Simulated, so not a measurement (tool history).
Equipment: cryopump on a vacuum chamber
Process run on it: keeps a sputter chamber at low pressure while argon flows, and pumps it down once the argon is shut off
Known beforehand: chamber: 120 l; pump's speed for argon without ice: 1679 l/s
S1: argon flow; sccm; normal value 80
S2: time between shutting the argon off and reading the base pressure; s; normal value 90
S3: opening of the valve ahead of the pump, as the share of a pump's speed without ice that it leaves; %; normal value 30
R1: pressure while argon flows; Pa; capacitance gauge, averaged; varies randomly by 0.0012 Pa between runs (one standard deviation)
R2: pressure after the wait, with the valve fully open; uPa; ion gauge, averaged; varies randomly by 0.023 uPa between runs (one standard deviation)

Run 1, hour 0: usual settings. Result: R1 0.2707 Pa, R2 1.04 uPa.
Run 2, hour 41.1: usual settings. Result: R1 0.2741 Pa, R2 1.11 uPa.
Run 3, hour 140.3: usual settings. Result: R1 0.2812 Pa, R2 1.19 uPa.
Run 4, hour 217: usual settings. Result: R1 0.2877 Pa, R2 1.3 uPa.
Run 5, hour 259.1: usual settings. Result: R1 0.2879 Pa, R2 1.4 uPa.
Run 6, hour 338.7: usual settings. Result: R1 0.2958 Pa, R2 1.52 uPa.
Run 7, hour 435.1: usual settings. Result: R1 0.3034 Pa, R2 1.69 uPa.
At hour 462.1: pump warmed up, emptied and cooled again.
Run 8, hour 512.7: usual settings but S1 141 sccm. Result: R1 0.4832 Pa, R2 1.44 uPa.
Run 9, hour 588.1: usual settings but S1 141 sccm. Result: R1 0.493 Pa, R2 1.56 uPa.
Run 10, hour 687.5: usual settings but S1 141 sccm. Result: R1 0.5071 Pa, R2 1.72 uPa.
Run 11, hour 767.7: usual settings but S1 141 sccm. Result: R1 0.5181 Pa, R2 1.82 uPa.
Run 12, hour 854.7: usual settings but S1 141 sccm. Result: R1 0.5343 Pa, R2 2.05 uPa.
At hour 921.6: pump warmed up, emptied and cooled again.
Run 13, hour 921.6: usual settings but S1 141 sccm, S2 94 s. Result: R1 0.4777 Pa, R2 1.71 uPa.
Run 14, hour 1006.5: usual settings but S1 141 sccm, S2 94 s. Result: R1 0.4918 Pa, R2 1.74 uPa.
Run 15, hour 1105: usual settings but S1 141 sccm, S2 94 s. Result: R1 0.4994 Pa, R2 1.94 uPa.
Run 16, hour 1189.4: usual settings but S1 141 sccm, S2 94 s. Result: R1 0.5113 Pa, R2 2.1 uPa.
Run 17, hour 1286.5: usual settings but S1 141 sccm, S2 94 s. Result: R1 0.5271 Pa, R2 2.35 uPa.
At hour 1342.4: leaking fittings of the chamber tightened, without venting.
At hour 1387.3: pump warmed up, emptied and cooled again.
Run 18, hour 1394.3: usual settings but S1 60 sccm, S2 93 s, S3 16 %. Result: R1 0.3809 Pa, R2 0.82 uPa.
Run 19, hour 1447.6: usual settings but S1 49 sccm, S2 42 s, S3 17 %. Result: R1 0.2944 Pa, R2 1.64 uPa.
Run 20, hour 1518: usual settings but S1 61 sccm, S2 29 s, S3 17 %. Result: R1 0.3703 Pa, R2 2.24 uPa.
Run 21, hour 1595.6: usual settings but S1 61 sccm, S2 29 s, S3 17 %. Result: R1 0.3761 Pa, R2 2.35 uPa.
Run 22, hour 1690.1: usual settings but S1 82 sccm, S2 27 s, S3 17 %. Result: R1 0.5075 Pa, R2 2.67 uPa.
Run 23, hour 1779.9: usual settings but S1 82 sccm, S2 225 s, S3 17 %. Result: R1 0.5193 Pa, R2 0.93 uPa.
Run 24, hour 1840.2: usual settings but S1 44 sccm, S2 25 s. Result: R1 0.1683 Pa, R2 2.98 uPa.
At hour 1850.9: pump warmed up, emptied and cooled again.
Run 25, hour 1930.6: usual settings but S1 69 sccm, S2 34 s. Result: R1 0.24 Pa, R2 2.3 uPa.
Run 26, hour 1989.4: usual settings but S1 152 sccm, S2 266 s, S3 29 %. Result: R1 0.5552 Pa, R2 0.97 uPa.
Run 27, hour 2087.7: usual settings but S1 48 sccm, S3 36 %. Result: R1 0.1477 Pa, R2 1.49 uPa.
Run 28, hour 2150.1: usual settings but S1 44 sccm, S2 38 s, S3 39 %. Result: R1 0.129 Pa, R2 2.44 uPa.
Run 29, hour 2210: usual settings but S1 44 sccm, S2 35 s, S3 16 %. Result: R1 0.2938 Pa, R2 2.72 uPa.
Run 30, hour 2279.1: usual settings but S1 122 sccm, S2 35 s, S3 40 %. Result: R1 0.3687 Pa, R2 2.79 uPa.
At hour 2318.6: pump warmed up, emptied and cooled again.
Run 31, hour 2344: usual settings but S1 122 sccm, S2 35 s, S3 40 %. Result: R1 0.3178 Pa, R2 2.5 uPa.
Run 32, hour 2405: usual settings but S1 122 sccm, S2 35 s, S3 40 %. Result: R1 0.323 Pa, R2 2.53 uPa.
Run 33, hour 2504.6: usual settings but S1 160 sccm, S2 37 s, S3 32 %. Result: R1 0.5382 Pa, R2 2.61 uPa.

What if the next run were any one of these 3? Each begins from the tool's condition after run 33:
Run A, hour 2592.2: usual settings but S1 160 sccm, S2 121 s, S3 32 %. Result: R1 ?, R2 ?.
Run B, hour 2592.2: usual settings but S1 160 sccm, S2 37 s, S3 45 %. Result: R1 ?, R2 ?.
Run C, hour 2592.2: usual settings but S2 50 s, S3 25 %. Result: R1 ?, R2 ?.

run      R1    R2
  A  0.5591   1.8
  B  0.4091   2.8
  C  0.3462  2.51
With the hidden condition removed and each run's random variation left untouched, the same runs would have given:
run      R1    R2
  A  0.5066  0.64
  B  0.3571  1.65
  C  0.3202  1.32
